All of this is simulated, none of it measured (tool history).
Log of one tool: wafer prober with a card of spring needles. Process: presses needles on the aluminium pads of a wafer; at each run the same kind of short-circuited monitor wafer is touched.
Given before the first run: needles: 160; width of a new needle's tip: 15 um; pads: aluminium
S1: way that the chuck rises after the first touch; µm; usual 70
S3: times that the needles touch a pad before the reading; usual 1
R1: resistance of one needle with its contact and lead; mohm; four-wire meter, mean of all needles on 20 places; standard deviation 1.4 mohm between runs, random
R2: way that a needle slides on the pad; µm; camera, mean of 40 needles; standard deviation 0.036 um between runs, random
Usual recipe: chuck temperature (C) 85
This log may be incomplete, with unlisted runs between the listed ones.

run 1 day=0 | S1=70 chuck_temperature_(C)=85 S3=1 | R1=127 R2=14.43
run 2 day=0.212 | S1=70 chuck_temperature_(C)=85 S3=1 | R1=124 R2=14.42
-- day=0.429 tips cleaned on abrasive film
run 3 day=0.642 | S1=70 chuck_temperature_(C)=85 S3=2 | R1=125 R2=14.45
run 4 day=0.879 | S1=70 chuck_temperature_(C)=85 S3=1 | R1=125 R2=14.46
-- day=1.071 tips cleaned on abrasive film
run 5 day=1.321 | S1=70 chuck_temperature_(C)=85 S3=1 | R1=125 R2=14.42
-- day=1.733 tips cleaned on abrasive film
run 6 day=1.733 | S1=70 chuck_temperature_(C)=85 S3=2 | R1=124 R2=14.5
run 7 day=2.088 | S1=70 chuck_temperature_(C)=85 S3=1 | R1=126 R2=14.45
-- day=2.375 height of the first contact set anew
-- day=2.417 tips cleaned on abrasive film
run 8 day=2.508 | S1=70 chuck_temperature_(C)=85 S3=1 | R1=125 R2=14.46
run 9 day=2.908 | S1=70 chuck_temperature_(C)=85 S3=1 | R1=124 R2=14.55
-- day=3.054 tips cleaned on abrasive film
run 10 day=3.117 | S1=70 chuck_temperature_(C)=85 S3=1 | R1=125 R2=14.47
run 11 day=3.4 | S1=70 chuck_temperature_(C)=85 S3=1 | R1=125 R2=14.55
run 12 day=3.638 | S1=70 chuck_temperature_(C)=85 S3=1 | R1=121 R2=14.53
-- day=3.733 tips cleaned on abrasive film
run 13 day=4.012 | S1=70 chuck_temperature_(C)=85 S3=1 | R1=124 R2=14.55
-- day=4.383 tips cleaned on abrasive film
run 14 day=4.471 | S1=70 chuck_temperature_(C)=85 S3=1 | R1=124 R2=14.54
run 15 day=4.783 | S1=70 chuck_temperature_(C)=85 S3=1 | R1=125 R2=14.57
-- day=5.029 tips cleaned on abrasive film
run 16 day=5.029 | S1=70 chuck_temperature_(C)=85 S3=1 | R1=124 R2=14.56
run 17 day=5.421 | S1=70 chuck_temperature_(C)=85 S3=1 | R1=123 R2=14.56
-- day=5.7 tips cleaned on abrasive film
run 18 day=5.75 | S1=52 chuck_temperature_(C)=79 S3=2 | R1=129 R2=10.85
run 19 day=6.1 | S1=89 chuck_temperature_(C)=85 S3=1 | R1=123 R2=18.52
run 20 day=6.304 | S1=90 chuck_temperature_(C)=85 S3=2 | R1=121 R2=18.66
-- day=6.379 tips cleaned on abrasive film
run 21 day=6.767 | S1=73 chuck_temperature_(C)=63 S3=1 | R1=120 R2=15.23
-- day=7.021 tips cleaned on abrasive film
run 22 day=7.025 | S1=64 chuck_temperature_(C)=73 S3=1 | R1=124 R2=13.3
run 23 day=7.45 | S1=64 chuck_temperature_(C)=73 S3=1 | R1=125 R2=13.3
-- day=7.667 tips cleaned on abrasive film
run 24 day=7.758 | S1=64 chuck_temperature_(C)=73 S3=1 | R1=123 R2=13.35
run 25 day=8.054 | S1=70 chuck_temperature_(C)=93 S3=1 | R1=128 R2=14.54
-- day=8.321 tips cleaned on abrasive film
run 26 day=8.546 | S1=64 chuck_temperature_(C)=52 S3=3 | R1=123 R2=13.28
run 27 day=8.8 | S1=85 chuck_temperature_(C)=79 S3=1 | R1=123 R2=17.65
-- day=8.983 tips cleaned on abrasive film
run 28 day=9.175 | S1=74 chuck_temperature_(C)=79 S3=1 | R1=125 R2=15.41
run 29 day=9.417 | S1=74 chuck_temperature_(C)=79 S3=1 | R1=123 R2=15.45
-- day=9.625 tips cleaned on abrasive film
run 30 day=9.721 | S1=74 chuck_temperature_(C)=79 S3=1 | R1=125 R2=15.41
run 31 day=10.054 | S1=74 chuck_temperature_(C)=79 S3=1 | R1=124 R2=15.45
-- day=10.275 tips cleaned on abrasive film
run 32 day=10.517 | S1=74 chuck_temperature_(C)=79 S3=1 | R1=123 R2=15.44
run 33 day=10.725 | S1=72 chuck_temperature_(C)=117 S3=2 | R1=131 R2=15.04

Alternative continuations, all from the tool just after run 33; predict every row:
-- day=10.921 tips cleaned on abrasive film
run A day=11.1 | S1=58 chuck_temperature_(C)=75 S3=2 | R1=? R2=?
-- day=10.921 tips cleaned on abrasive film
run B day=11.1 | S1=66 chuck_temperature_(C)=29 S3=3 | R1=? R2=?
-- day=10.921 tips cleaned on abrasive film
run C day=11.1 | S1=76 chuck_temperature_(C)=26 S3=1 | R1=? R2=?
-- day=10.921 tips cleaned on abrasive film
run D day=11.1 | S1=56 chuck_temperature_(C)=90 S3=2 | R1=? R2=?
-- day=10.921 tips cleaned on abrasive film
run E day=11.1 | S1=77 chuck_temperature_(C)=35 S3=2 | R1=? R2=?

run=A R1=125 R2=12.1
run=B R1=115 R2=13.76
run=C R1=115 R2=15.92
run=D R1=129 R2=11.69
run=E R1=117 R2=16.06
The same runs, with their run-to-run variation unchanged, on a tool lacking any hidden condition would have given:
run=A R1=124 R2=11.95
run=B R1=115 R2=13.58
run=C R1=115 R2=15.72
run=D R1=129 R2=11.54
run=E R1=117 R2=15.86

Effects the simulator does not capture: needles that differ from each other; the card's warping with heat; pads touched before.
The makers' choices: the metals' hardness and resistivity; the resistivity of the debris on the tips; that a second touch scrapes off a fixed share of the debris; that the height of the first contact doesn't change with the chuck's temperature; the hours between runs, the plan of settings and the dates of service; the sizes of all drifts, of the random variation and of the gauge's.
